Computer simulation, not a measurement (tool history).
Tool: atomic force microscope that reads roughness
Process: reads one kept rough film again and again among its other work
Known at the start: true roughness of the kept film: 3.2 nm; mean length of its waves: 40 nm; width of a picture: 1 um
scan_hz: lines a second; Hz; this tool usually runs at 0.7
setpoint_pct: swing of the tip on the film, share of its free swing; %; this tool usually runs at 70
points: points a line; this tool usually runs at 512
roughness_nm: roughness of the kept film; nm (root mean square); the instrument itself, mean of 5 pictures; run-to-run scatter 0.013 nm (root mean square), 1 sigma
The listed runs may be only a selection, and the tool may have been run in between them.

run 1 hour=0 | scan_hz=0.7 setpoint_pct=70 points=512 | roughness_nm=2.959
run 2 hour=9 | scan_hz=0.7 setpoint_pct=70 points=512 | roughness_nm=2.945
run 3 hour=16.6 | scan_hz=0.7 setpoint_pct=70 points=512 | roughness_nm=2.868
run 4 hour=24.4 | scan_hz=0.7 setpoint_pct=70 points=512 | roughness_nm=2.808
run 5 hour=29.1 | scan_hz=0.7 setpoint_pct=70 points=512 | roughness_nm=2.829
run 6 hour=39.2 | scan_hz=0.7 setpoint_pct=70 points=512 | roughness_nm=2.755
run 7 hour=50.1 | scan_hz=0.7 setpoint_pct=61 points=512 | roughness_nm=2.794
run 8 hour=58.4 | scan_hz=0.7 setpoint_pct=70 points=864 | roughness_nm=2.699
run 9 hour=63.6 | scan_hz=0.7 setpoint_pct=70 points=864 | roughness_nm=2.674
run 10 hour=71.5 | scan_hz=0.7 setpoint_pct=70 points=864 | roughness_nm=2.949
run 11 hour=79.7 | scan_hz=0.7 setpoint_pct=70 points=864 | roughness_nm=2.913
run 12 hour=84.4 | scan_hz=0.7 setpoint_pct=70 points=864 | roughness_nm=2.874
run 13 hour=91.2 | scan_hz=0.639 setpoint_pct=70 points=512 | roughness_nm=2.869
run 14 hour=102.1 | scan_hz=0.7 setpoint_pct=70 points=512 | roughness_nm=2.797
run 15 hour=109.8 | scan_hz=0.7 setpoint_pct=70 points=512 | roughness_nm=2.762
run 16 hour=115.9 | scan_hz=0.7 setpoint_pct=70 points=512 | roughness_nm=2.753
run 17 hour=125.2 | scan_hz=0.7 setpoint_pct=70 points=512 | roughness_nm=2.686
run 18 hour=135.8 | scan_hz=0.7 setpoint_pct=71 points=512 | roughness_nm=2.955
run 19 hour=140.9 | scan_hz=0.7 setpoint_pct=71 points=512 | roughness_nm=2.948
run 20 hour=147.2 | scan_hz=0.7 setpoint_pct=71 points=512 | roughness_nm=2.886
run 21 hour=155.3 | scan_hz=0.7 setpoint_pct=71 points=347 | roughness_nm=2.843
run 22 hour=163.7 | scan_hz=0.587 setpoint_pct=87 points=606 | roughness_nm=2.745
run 23 hour=174.7 | scan_hz=0.587 setpoint_pct=87 points=606 | roughness_nm=2.696
run 24 hour=185.3 | scan_hz=0.587 setpoint_pct=87 points=606 | roughness_nm=2.674
run 25 hour=195.1 | scan_hz=1.072 setpoint_pct=87 points=292 | roughness_nm=2.48
run 26 hour=204.2 | scan_hz=1.072 setpoint_pct=68 points=292 | roughness_nm=2.891
run 27 hour=209.7 | scan_hz=1.823 setpoint_pct=69 points=692 | roughness_nm=2.803
run 28 hour=217.9 | scan_hz=1.823 setpoint_pct=69 points=692 | roughness_nm=2.778
run 29 hour=226.7 | scan_hz=0.65 setpoint_pct=69 points=280 | roughness_nm=2.816
run 30 hour=236.3 | scan_hz=0.7 setpoint_pct=90 points=1009 | roughness_nm=2.646
run 31 hour=243.5 | scan_hz=0.7 setpoint_pct=70 points=793 | roughness_nm=2.757
run 32 hour=250.8 | scan_hz=2.28 setpoint_pct=70 points=793 | roughness_nm=2.539
run 33 hour=256.3 | scan_hz=2.28 setpoint_pct=70 points=793 | roughness_nm=2.53
run 34 hour=261.3 | scan_hz=1.213 setpoint_pct=72 points=512 | roughness_nm=2.603
run 35 hour=267.1 | scan_hz=1.213 setpoint_pct=73 points=512 | roughness_nm=2.868

Taken out of this log: 4 entries between the listed runs. Where each belongs, and how the hidden state differs across it:
Between runs 9 and 10: new tip fitted (hour 65.9)
  radius of the tip, nm: 20 -> 6.7
  measured less the result without the state, roughness_nm: -0.309 -> -0.041 nm (root mean square)
Between runs 17 and 18: new tip fitted (hour 131.4)
  radius of the tip, nm: 18.4 -> 6
  measured less the result without the state, roughness_nm: -0.279 -> -0.028 nm (root mean square)
Between runs 25 and 26: new tip fitted (hour 197.3)
  radius of the tip, nm: 18.7 -> 6.8
  measured less the result without the state, roughness_nm: -0.263 -> -0.044 nm (root mean square)
Between runs 34 and 35: new tip fitted (hour 263.4)
  radius of the tip, nm: 19.6 -> 5.9
  measured less the result without the state, roughness_nm: -0.295 -> -0.025 nm (root mean square)
